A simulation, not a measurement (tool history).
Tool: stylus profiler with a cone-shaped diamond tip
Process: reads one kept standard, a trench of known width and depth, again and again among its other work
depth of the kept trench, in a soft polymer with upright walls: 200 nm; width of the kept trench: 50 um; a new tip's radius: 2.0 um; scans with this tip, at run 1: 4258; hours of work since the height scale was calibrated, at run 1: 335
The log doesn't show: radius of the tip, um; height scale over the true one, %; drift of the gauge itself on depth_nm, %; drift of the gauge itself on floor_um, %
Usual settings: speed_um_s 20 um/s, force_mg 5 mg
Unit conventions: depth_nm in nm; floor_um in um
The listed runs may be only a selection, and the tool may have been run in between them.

run,hour,speed_um_s,force_mg,scans with this tip,hours of work since the height scale was calibrated,depth_nm,floor_um
1,0,20,5,4258,335,202.81,47.89
2,31.7,20,14.93,4457,351,205.7,47.9
3,66.4,20,14.93,4676,368,205.78,47.96
4,119.4,20,14.93,5009,394,205.82,47.9
5,146.1,20,14.93,5177,407,205.74,47.9
6,190.8,20,14.93,5458,429,205.55,47.88
7,233,52,14.93,5724,450,205.7,47.81
8,270.9,20,2.5,5962,469,201.23,47.87
9,317.4,20,2.5,6254,492,201.62,47.82
10,364,20,2.5,6548,515,201.49,47.76
11,424.1,20,2.5,6926,545,201.38,47.74
12,460.9,20,2.5,7157,563,201.71,47.8
13,496.1,20,2.91,7378,580,201.72,47.79
14,526.9,20,2.91,7572,596,201.86,47.74
15,583.4,20,2.91,7927,624,201.63,47.71
16,634.1,20,2.91,8246,649,201.67,47.7
17,690,20,2.91,8598,676,201.41,47.69
# hour 695.7: height scale calibrated on a step standard
18,721.5,41,2.89,8793,13,201.28,47.56
19,765.2,49,4.76,9068,34,202.19,47.59
20,816.9,57,5.74,9393,60,202.5,47.55
21,868.4,6,5.06,9717,85,202.37,47.69
# hour 881: height scale calibrated on a step standard, once more
22,916.5,12,3.05,10016,18,201.94,47.71
23,958.5,13,12.53,10280,38,205.02,47.64
24,1019.8,13,12.53,10666,69,205.2,47.68
25,1052.1,15,11.99,10869,85,204.97,47.61
26,1083.6,15,11.99,11067,100,205.04,47.62
27,1144.9,29,5.19,11452,131,202.73,47.54
28,1179.5,29,5.19,11670,148,202.89,47.52
29,1208.9,18,2.48,11855,162,201.63,47.56
30,1239.4,6,2.48,12047,177,201.67,47.51
31,1284,14,7.85,12327,199,203.74,47.58
32,1341.1,24,5,12687,228,202.76,47.47

Forecast each of these 5 alternatives for the next run:
A,1367.9,12,1.82,12855,241,?,?
B,1367.9,13,4.62,12855,241,?,?
C,1367.9,6,5.48,12855,241,?,?
D,1367.9,12,3.15,12855,241,?,?
E,1367.9,20,3.04,12855,241,?,?

run,depth_nm,floor_um
A,201.34,47.52
B,202.7,47.52
C,202.79,47.54
D,201.82,47.54
E,201.96,47.53
What these runs would have given with no unlogged condition in the tool:
run,depth_nm,floor_um
A,201.5,48.22
B,202.86,48.21
C,202.95,48.24
D,201.97,48.24
E,202.12,48.23
